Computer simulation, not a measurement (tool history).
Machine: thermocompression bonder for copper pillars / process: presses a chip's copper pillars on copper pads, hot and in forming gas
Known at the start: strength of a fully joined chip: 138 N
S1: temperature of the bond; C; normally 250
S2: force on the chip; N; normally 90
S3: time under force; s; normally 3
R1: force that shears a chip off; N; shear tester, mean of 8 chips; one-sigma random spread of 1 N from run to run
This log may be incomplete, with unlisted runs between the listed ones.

| run | day | S1 | S2 | S3 | R1 |
|---|---|---|---|---|---|
| 1 | 0 | 250 | 90 | 3 | 92.5 |
| 2 | 1.133 | 250 | 90 | 3 | 92.5 |
| 3 | 1.921 | 250 | 90 | 3 | 91.9 |
| 4 | 3.117 | 250 | 90 | 3 | 91.6 |
| 5 | 4.454 | 250 | 90 | 3 | 91.4 |
| 6 | 5.262 | 250 | 90 | 3 | 92.1 |
| 7 | 6.846 | 250 | 116 | 6 | 119.1 |
| 8 | 8.525 | 250 | 116 | 6 | 118.5 |

Run 9 comes next. What will it give?
| 9 | 9.371 | 242 | 132 | 2 | ? |

Run 9 measured R1 95.6 N.
On a tool with no hidden condition, and with the same random variation, this run would have come out at R1 96.1 N.
